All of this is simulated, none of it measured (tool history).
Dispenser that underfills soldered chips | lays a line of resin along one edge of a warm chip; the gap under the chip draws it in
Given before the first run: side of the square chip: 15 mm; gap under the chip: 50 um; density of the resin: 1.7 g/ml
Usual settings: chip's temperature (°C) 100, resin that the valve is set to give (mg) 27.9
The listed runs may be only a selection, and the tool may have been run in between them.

| run | hour | chip's temperature (°C) | resin that the valve is set to give (mg) | time until the resin shows at the far edge (s) | resin that the valve gave (mg) |
|---|---|---|---|---|---|
| 1 | 0.0 | 100 | 27.9 | 242.3 | 26.04 |
|  | 4.0 | new syringe of resin |
| 2 | 4.8 | 100 | 27.9 | 200.7 | 26.05 |
| 3 | 12.7 | 100 | 27.9 | 247.4 | 25.95 |
|  | 16.4 | new syringe of resin |
| 4 | 19.7 | 108 | 27.9 | 155.7 | 25.72 |
| 5 | 26.6 | 109 | 27.9 | 188.5 | 25.57 |
|  | 28.5 | new syringe of resin |
| 6 | 35.3 | 100 | 29.8 | 226.7 | 27.52 |
|  | 40.8 | new syringe of resin |
| 7 | 42.1 | 100 | 27.9 | 201.1 | 25.96 |
| 8 | 47.6 | 100 | 27.9 | 236.8 | 25.53 |
| 9 | 51.5 | 100 | 27.9 | 264.3 | 25.41 |
|  | 53.4 | dispensing valve cleaned and set on the balance |
|  | 54.4 | new syringe of resin |
| 10 | 62.0 | 100 | 27.9 | 234.1 | 27.94 |
|  | 66.8 | new syringe of resin |
| 11 | 70.9 | 99 | 35.3 | 212.4 | 35.01 |
| 12 | 78.2 | 100 | 27.9 | 257.6 | 27.68 |
|  | 79.3 | new syringe of resin |
| 13 | 84.0 | 100 | 27.9 | 211.6 | 27.70 |

How would selected steps in time until the resin shows at the far edge (s) from run to run divide? Give the signed amount a tool lacking its hidden state would still show from settings, what came in and random variation, and the signed amount left for the hidden state, including any gauge scatter that is not in both of the compared results.
The tool's hidden condition here consists of: resin's viscosity, % of fresh resin's; dose that the valve gives, % of what is set; true chip temperature over the reading, C; drift of the gauge itself on fill_s, %; drift of the gauge itself on given_mg, %.
Run 2 -> 3: nothing adjusted, nothing logged. time until the resin shows at the far edge (s) +46.7: hidden state +51.2, all else -4.5.
Run 3 -> 4: chip's temperature (°C) 100 -> 108, new syringe of resin. time until the resin shows at the far edge (s) -91.7: hidden state -41.0, all else -50.7.

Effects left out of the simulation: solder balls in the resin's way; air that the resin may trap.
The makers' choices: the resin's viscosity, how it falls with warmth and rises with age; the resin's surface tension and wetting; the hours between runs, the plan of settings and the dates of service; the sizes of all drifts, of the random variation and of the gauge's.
